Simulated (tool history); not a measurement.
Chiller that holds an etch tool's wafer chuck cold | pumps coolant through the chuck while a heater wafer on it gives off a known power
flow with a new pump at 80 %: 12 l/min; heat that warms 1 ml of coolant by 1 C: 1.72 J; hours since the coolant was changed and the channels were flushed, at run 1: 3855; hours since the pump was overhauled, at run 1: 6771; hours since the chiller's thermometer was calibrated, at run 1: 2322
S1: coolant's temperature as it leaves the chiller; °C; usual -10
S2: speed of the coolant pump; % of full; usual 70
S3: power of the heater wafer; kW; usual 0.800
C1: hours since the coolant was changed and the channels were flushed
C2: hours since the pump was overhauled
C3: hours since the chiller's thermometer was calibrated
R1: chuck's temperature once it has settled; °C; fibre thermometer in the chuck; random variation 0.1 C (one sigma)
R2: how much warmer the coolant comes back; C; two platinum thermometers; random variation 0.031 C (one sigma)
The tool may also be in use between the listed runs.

run,hour,S1,S2,S3,C1,C2,C3,R1,R2
1,0.0,-10,70,0.800,3855,6771,2322,-3.1,3.20
2,162.7,-10,70,0.800,4018,6934,2484,-3.0,3.25
3,339.5,-10,70,0.800,4194,7111,2661,-2.8,3.19
4,432.6,-10,70,0.800,4287,7204,2754,-2.7,3.27
# hour 512.0: chiller's thermometer calibrated
# hour 543.7: coolant pump overhauled
5,552.7,-10,79,0.800,4402,9,36,-4.3,2.38
6,675.6,-10,79,0.800,4524,132,159,-4.2,2.37
7,834.5,-10,79,0.800,4683,291,318,-4.4,2.38
8,1015.0,-10,79,0.800,4864,471,498,-4.4,2.43
# hour 1142.6: coolant changed, channels flushed
9,1154.4,-10,70,0.703,12,605,631,-5.0,2.37
10,1305.4,-10,70,0.703,163,756,782,-4.9,2.43
11,1442.4,-10,70,0.800,300,893,919,-4.3,2.73
12,1552.3,-10,70,0.800,410,1003,1029,-4.2,2.75
13,1730.7,-10,70,0.800,588,1181,1208,-4.0,2.76
14,1867.0,-8,70,0.800,724,1317,1344,-2.0,2.85
15,1954.5,-17,70,0.800,812,1405,1431,-10.9,2.81
16,2045.1,-10,99,0.800,903,1495,1522,-5.2,1.97
17,2223.6,-10,99,0.800,1081,1674,1701,-5.2,1.93
18,2350.4,-10,66,0.459,1208,1801,1827,-6.3,1.72
19,2481.1,-19,65,0.800,1339,1931,1958,-12.6,3.13
20,2647.9,-5,64,0.501,1505,2098,2125,-0.7,1.95
21,2754.8,-5,64,0.501,1612,2205,2232,-0.6,1.92
22,2861.1,-5,64,0.501,1719,2311,2338,-0.7,1.99
23,2981.7,-5,64,0.501,1839,2432,2459,-0.5,1.99
24,3150.9,-6,70,0.804,2008,2601,2628,0.3,2.86
25,3282.0,-9,89,0.485,2139,2732,2759,-5.3,1.36

Forecast run 26:
# hour 3359.0: chiller's thermometer calibrated
26,3388.0,-9,89,0.485,2244,2837,29,?,?

{"run 26": {"R1": -6.0, "R2": 1.36}}
Without the tool's hidden state the same run would have given R1 -6.4 °C, R2 1.26 C.
